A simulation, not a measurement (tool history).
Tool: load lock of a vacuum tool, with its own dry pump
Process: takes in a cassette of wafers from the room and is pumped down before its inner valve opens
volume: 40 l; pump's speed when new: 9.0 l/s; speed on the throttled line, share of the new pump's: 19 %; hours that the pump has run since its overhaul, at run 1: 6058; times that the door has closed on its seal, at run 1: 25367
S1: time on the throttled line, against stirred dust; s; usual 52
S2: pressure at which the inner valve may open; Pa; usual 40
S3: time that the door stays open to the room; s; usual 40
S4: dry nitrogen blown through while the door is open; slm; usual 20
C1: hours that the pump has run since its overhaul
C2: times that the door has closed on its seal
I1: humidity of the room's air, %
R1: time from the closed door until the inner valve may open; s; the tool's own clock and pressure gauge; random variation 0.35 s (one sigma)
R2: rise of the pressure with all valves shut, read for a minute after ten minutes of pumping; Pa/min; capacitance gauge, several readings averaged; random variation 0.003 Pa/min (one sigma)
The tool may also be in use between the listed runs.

Run 1, hour 0.0: usual settings; C1 6058; C2 25367; I1 45.0. Result: R1 79.9 s, R2 0.111 Pa/min.
Run 2, hour 278.3: usual settings; C1 6336; C2 25713; I1 47.3. Result: R1 80.5 s, R2 0.108 Pa/min.
Run 3, hour 685.6: usual settings but S2 43 Pa; C1 6743; C2 26220; I1 41.7. Result: R1 80.2 s, R2 0.104 Pa/min.
Run 4, hour 1260.8: usual settings but S2 43 Pa; C1 7318; C2 26935; I1 42.9. Result: R1 80.1 s, R2 0.108 Pa/min.
Run 5, hour 1763.7: usual settings but S2 41 Pa; C1 7821; C2 27560; I1 45.2. Result: R1 80.5 s, R2 0.110 Pa/min.
Run 6, hour 2019.5: usual settings; C1 8077; C2 27878; I1 42.7. Result: R1 81.3 s, R2 0.121 Pa/min.
Run 7, hour 2286.1: usual settings; C1 8344; C2 28210; I1 44.8. Result: R1 81.5 s, R2 0.123 Pa/min.
Run 8, hour 2626.2: usual settings; C1 8684; C2 28633; I1 46.1. Result: R1 80.7 s, R2 0.111 Pa/min.
Run 9, hour 3043.8: usual settings; C1 9101; C2 29152; I1 46.6. Result: R1 81.3 s, R2 0.121 Pa/min.
Run 10, hour 3585.8: usual settings; C1 9643; C2 29826; I1 42.7. Result: R1 81.7 s, R2 0.123 Pa/min.
At hour 3674.0: dry pump taken out, an overhauled one fitted.
Run 11, hour 3963.8: usual settings but S3 63 s; C1 290; C2 30289; I1 42.6. Result: R1 77.0 s, R2 0.134 Pa/min.
Run 12, hour 4511.1: usual settings but S3 63 s; C1 837; C2 30969; I1 43.2. Result: R1 77.4 s, R2 0.134 Pa/min.
Run 13, hour 4997.0: usual settings but S1 87 s, S2 38 Pa, S3 237 s, S4 23 slm; C1 1323; C2 31574; I1 42.7. Result: R1 106.0 s, R2 0.191 Pa/min.
Run 14, hour 5530.4: usual settings but S2 60 Pa, S3 202 s; C1 1856; C2 32237; I1 47.2. Result: R1 75.7 s, R2 0.203 Pa/min.
Run 15, hour 5987.1: usual settings but S1 54 s, S2 66 Pa, S3 202 s; C1 2313; C2 32805; I1 47.7. Result: R1 77.1 s, R2 0.202 Pa/min.
Run 16, hour 6518.7: usual settings but S1 28 s, S2 41 Pa, S3 28 s, S4 17 slm; C1 2845; C2 33466; I1 46.9. Result: R1 58.4 s, R2 0.142 Pa/min.
Run 17, hour 6929.3: usual settings but S2 50 Pa, S3 34 s, S4 30 slm; C1 3255; C2 33977; I1 47.0. Result: R1 76.8 s, R2 0.143 Pa/min.
Run 18, hour 7526.6: usual settings but S4 5 slm; C1 3853; C2 34719; I1 42.8. Result: R1 78.8 s, R2 0.160 Pa/min.
Run 19, hour 8083.1: usual settings but S3 215 s; C1 4409; C2 35412; I1 43.7. Result: R1 78.3 s, R2 0.214 Pa/min.
Run 20, hour 8651.3: usual settings but S1 81 s, S2 39 Pa, S3 90 s, S4 12 slm; C1 4977; C2 36118; I1 45.6. Result: R1 102.7 s, R2 0.191 Pa/min.

Forecast each of these 4 alternatives for the next run:
Run A, hour 8959.8: usual settings but S1 38 s, S2 34 Pa, S3 63 s; C1 5286; C2 36502; I1 50.4. Result: R1 ?, R2 ?.
Run B, hour 8959.8: usual settings but S1 81 s, S2 31 Pa, S3 151 s, S4 9 slm; C1 5286; C2 36502; I1 43.8. Result: R1 ?, R2 ?.
Run C, hour 8959.8: usual settings but S1 81 s, S2 39 Pa, S3 90 s, S4 7 slm; C1 5286; C2 36502; I1 47.1. Result: R1 ?, R2 ?.
Run D, hour 8959.8: usual settings but S1 81 s, S2 39 Pa, S3 172 s, S4 12 slm; C1 5286; C2 36502; I1 42.9. Result: R1 ?, R2 ?.

run     R1     R2
  A   68.6  0.180
  B  103.7  0.215
  C  102.1  0.204
  D  102.0  0.218
Without the tool's hidden state the same runs would have given:
run     R1     R2
  A   66.7  0.053
  B  102.2  0.092
  C  100.8  0.077
  D  100.8  0.091
